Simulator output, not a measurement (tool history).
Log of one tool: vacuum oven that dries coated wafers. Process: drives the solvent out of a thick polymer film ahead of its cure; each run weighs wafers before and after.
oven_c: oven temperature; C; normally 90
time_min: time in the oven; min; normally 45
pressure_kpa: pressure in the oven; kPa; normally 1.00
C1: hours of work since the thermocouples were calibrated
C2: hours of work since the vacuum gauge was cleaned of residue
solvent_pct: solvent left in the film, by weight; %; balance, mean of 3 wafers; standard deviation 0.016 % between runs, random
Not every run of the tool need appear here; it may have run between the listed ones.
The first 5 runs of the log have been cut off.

run 6 hour=81.7 | oven_c=90 time_min=29 pressure_kpa=1.00 | C1=257 C2=170 | solvent_pct=3.01
run 7 hour=105.0 | oven_c=90 time_min=29 pressure_kpa=1.00 | C1=275 C2=188 | solvent_pct=3.03
run 8 hour=121.6 | oven_c=90 time_min=45 pressure_kpa=1.00 | C1=287 C2=200 | solvent_pct=1.46
run 9 hour=132.8 | oven_c=90 time_min=45 pressure_kpa=1.00 | C1=296 C2=209 | solvent_pct=1.46
run 10 hour=146.7 | oven_c=82 time_min=45 pressure_kpa=1.00 | C1=306 C2=219 | solvent_pct=3.81
run 11 hour=173.6 | oven_c=90 time_min=45 pressure_kpa=0.78 | C1=327 C2=240 | solvent_pct=1.33
run 12 hour=191.6 | oven_c=92 time_min=45 pressure_kpa=0.78 | C1=340 C2=253 | solvent_pct=1.01
run 13 hour=217.0 | oven_c=90 time_min=45 pressure_kpa=1.00 | C1=359 C2=272 | solvent_pct=1.47
run 14 hour=232.8 | oven_c=85 time_min=45 pressure_kpa=1.00 | C1=371 C2=284 | solvent_pct=2.77
run 15 hour=244.9 | oven_c=85 time_min=45 pressure_kpa=1.00 | C1=380 C2=293 | solvent_pct=2.74
run 16 hour=263.1 | oven_c=85 time_min=45 pressure_kpa=1.00 | C1=394 C2=307 | solvent_pct=2.76
run 17 hour=278.1 | oven_c=90 time_min=45 pressure_kpa=1.00 | C1=405 C2=318 | solvent_pct=1.47
run 18 hour=291.8 | oven_c=90 time_min=45 pressure_kpa=1.00 | C1=416 C2=329 | solvent_pct=1.46

For run 19, what comes out?
run 19 hour=305.3 | oven_c=98 time_min=45 pressure_kpa=0.65 | C1=426 C2=339 | solvent_pct=?

solvent_pct: 0.37 %
Had the tool carried no hidden state, the very same run would have given solvent_pct 0.37 %.
